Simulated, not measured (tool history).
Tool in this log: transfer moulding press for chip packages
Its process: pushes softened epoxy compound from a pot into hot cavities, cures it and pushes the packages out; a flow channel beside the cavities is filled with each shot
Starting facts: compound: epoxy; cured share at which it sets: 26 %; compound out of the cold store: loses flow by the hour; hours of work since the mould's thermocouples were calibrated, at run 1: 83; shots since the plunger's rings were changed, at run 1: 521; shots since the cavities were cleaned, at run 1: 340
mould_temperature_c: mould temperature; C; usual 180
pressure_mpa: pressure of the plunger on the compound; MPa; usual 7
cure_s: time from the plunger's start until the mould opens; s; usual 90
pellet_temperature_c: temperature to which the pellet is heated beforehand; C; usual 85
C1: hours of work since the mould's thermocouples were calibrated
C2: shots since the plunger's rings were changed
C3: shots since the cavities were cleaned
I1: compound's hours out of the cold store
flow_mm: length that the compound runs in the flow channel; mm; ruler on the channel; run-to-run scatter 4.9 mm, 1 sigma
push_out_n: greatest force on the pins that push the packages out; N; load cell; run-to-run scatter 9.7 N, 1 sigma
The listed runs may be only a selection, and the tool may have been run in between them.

Run 1, hour 0: usual settings; C1 83; C2 521; C3 340; I1 8.8. Result: flow_mm 723 mm, push_out_n 593 N.
Run 2, hour 9.3: usual settings; C1 87; C2 611; C3 430; I1 44.8. Result: flow_mm 581 mm, push_out_n 535 N.
Run 3, hour 18.5: usual settings; C1 91; C2 699; C3 518; I1 23.7. Result: flow_mm 658 mm, push_out_n 585 N.
Run 4, hour 27.8: usual settings; C1 96; C2 788; C3 607; I1 29.7. Result: flow_mm 631 mm, push_out_n 576 N.
Run 5, hour 34.4: usual settings; C1 99; C2 852; C3 671; I1 37.8. Result: flow_mm 601 mm, push_out_n 567 N.
At hour 42.4: cavities cleaned with cleaning compound and waxed.
Run 6, hour 45.1: usual settings; C1 103; C2 940; C3 25; I1 21.6. Result: flow_mm 662 mm, push_out_n 729 N.
Run 7, hour 58.7: usual settings but pressure_mpa 8.03 MPa; C1 109; C2 1071; C3 156; I1 8.4. Result: flow_mm 768 mm, push_out_n 762 N.
Run 8, hour 70.2: usual settings but pressure_mpa 8.03 MPa; C1 114; C2 1182; C3 267; I1 44.8. Result: flow_mm 615 mm, push_out_n 665 N.
At hour 72.6: cavities cleaned with cleaning compound and waxed, once more.
Run 9, hour 86.3: usual settings but pressure_mpa 8.03 MPa; C1 121; C2 1323; C3 132; I1 12.5. Result: flow_mm 757 mm, push_out_n 498 N.
Run 10, hour 93.4: usual settings but pressure_mpa 8.03 MPa; C1 124; C2 1391; C3 200; I1 20.1. Result: flow_mm 722 mm, push_out_n 518 N.
Run 11, hour 108: usual settings but pressure_mpa 8.03 MPa; C1 131; C2 1532; C3 341; I1 24.9. Result: flow_mm 692 mm, push_out_n 547 N.
Run 12, hour 118.9: usual settings but mould_temperature_c 172 C; C1 135; C2 1636; C3 445; I1 32.6. Result: flow_mm 636 mm, push_out_n 900 N.
Run 13, hour 130.1: usual settings but mould_temperature_c 172 C; C1 140; C2 1744; C3 553; I1 32.9. Result: flow_mm 623 mm, push_out_n 916 N.
Run 14, hour 146.2: usual settings; C1 148; C2 1900; C3 709; I1 30.3. Result: flow_mm 632 mm, push_out_n 593 N.
At hour 149.9: cavities cleaned with cleaning compound and waxed.
Run 15, hour 163.1: usual settings; C1 155; C2 2047; C3 127; I1 42. Result: flow_mm 574 mm, push_out_n 436 N.
Run 16, hour 177.7: usual settings but mould_temperature_c 182 C, pressure_mpa 8.64 MPa, pellet_temperature_c 90 C; C1 161; C2 2188; C3 268; I1 30.5. Result: flow_mm 680 mm, push_out_n 437 N.
Run 17, hour 186.1: usual settings but mould_temperature_c 182 C, pressure_mpa 8.64 MPa, pellet_temperature_c 90 C; C1 165; C2 2269; C3 349; I1 15.1. Result: flow_mm 747 mm, push_out_n 492 N.
Run 18, hour 201.9: usual settings but mould_temperature_c 181 C, pellet_temperature_c 87 C; C1 172; C2 2421; C3 501; I1 34.8. Result: flow_mm 598 mm, push_out_n 519 N.
Run 19, hour 215.6: usual settings but mould_temperature_c 186 C, pellet_temperature_c 89 C; C1 179; C2 2553; C3 633; I1 41.2. Result: flow_mm 554 mm, push_out_n 438 N.
At hour 226.9: cavities cleaned with cleaning compound and waxed.
Run 20, hour 227.8: usual settings but mould_temperature_c 176 C, pressure_mpa 8.7 MPa, cure_s 83 s, pellet_temperature_c 87 C; C1 183; C2 2656; C3 9; I1 9.6. Result: flow_mm 796 mm, push_out_n 741 N.
Run 21, hour 240.3: usual settings but pellet_temperature_c 84 C; C1 189; C2 2776; C3 129; I1 15.6. Result: flow_mm 675 mm, push_out_n 495 N.
Run 22, hour 254.6: usual settings but mould_temperature_c 172 C, pressure_mpa 5.57 MPa, cure_s 110 s, pellet_temperature_c 83 C; C1 195; C2 2913; C3 266; I1 18.1. Result: flow_mm 613 mm, push_out_n 535 N.
Run 23, hour 264.7: usual settings but mould_temperature_c 172 C, pressure_mpa 5.57 MPa, cure_s 110 s, pellet_temperature_c 83 C; C1 200; C2 3011; C3 364; I1 18.5. Result: flow_mm 614 mm, push_out_n 573 N.
Run 24, hour 277.4: usual settings but mould_temperature_c 172 C, pressure_mpa 7.53 MPa, cure_s 110 s, pellet_temperature_c 83 C; C1 206; C2 3134; C3 487; I1 9.2. Result: flow_mm 752 mm, push_out_n 637 N.
Run 25, hour 293.4: usual settings but mould_temperature_c 178 C, pressure_mpa 6.32 MPa, cure_s 103 s; C1 213; C2 3287; C3 640; I1 37.6. Result: flow_mm 548 mm, push_out_n 511 N.
Run 26, hour 300.7: usual settings but mould_temperature_c 178 C, pressure_mpa 6.32 MPa, cure_s 103 s; C1 216; C2 3357; C3 710; I1 15.5. Result: flow_mm 638 mm, push_out_n 539 N.
At hour 304.3: cavities cleaned with cleaning compound and waxed.
Run 27, hour 310.2: usual settings but mould_temperature_c 178 C, pressure_mpa 6.76 MPa, cure_s 103 s; C1 220; C2 3434; C3 56; I1 30.1. Result: flow_mm 605 mm, push_out_n 372 N.
At hour 314.1: plunger's sealing rings changed.
Run 28, hour 323: usual settings but mould_temperature_c 186 C, pressure_mpa 6.25 MPa, cure_s 98 s; C1 225; C2 85; C3 155; I1 44.1. Result: flow_mm 543 mm, push_out_n 321 N.

Here are 5 independent what-if runs from the current tool condition. What would each one return?
Run A, hour 333.2: usual settings but cure_s 88 s; C1 229; C2 184; C3 254; I1 47.6. Result: flow_mm ?, push_out_n ?.
Run B, hour 333.2: usual settings but mould_temperature_c 176 C, cure_s 73 s; C1 229; C2 184; C3 254; I1 40.5. Result: flow_mm ?, push_out_n ?.
Run C, hour 333.2: usual settings but pellet_temperature_c 84 C; C1 229; C2 184; C3 254; I1 28.8. Result: flow_mm ?, push_out_n ?.
Run D, hour 333.2: usual settings but mould_temperature_c 186 C, pressure_mpa 7.25 MPa, cure_s 73 s, pellet_temperature_c 86 C; C1 229; C2 184; C3 254; I1 45.8. Result: flow_mm ?, push_out_n ?.
Run E, hour 333.2: usual settings but mould_temperature_c 186 C, pressure_mpa 6.25 MPa, cure_s 82 s; C1 229; C2 184; C3 254; I1 15.8. Result: flow_mm ?, push_out_n ?.

run  flow_mm  push_out_n
  A      571         513
  B      612         977
  C      642         496
  D      580         537
  E      655         474
With the hidden condition removed and each run's random variation left untouched, the same runs would have given:
run  flow_mm  push_out_n
  A      575         449
  B      616         852
  C      647         435
  D      584         470
  E      659         414
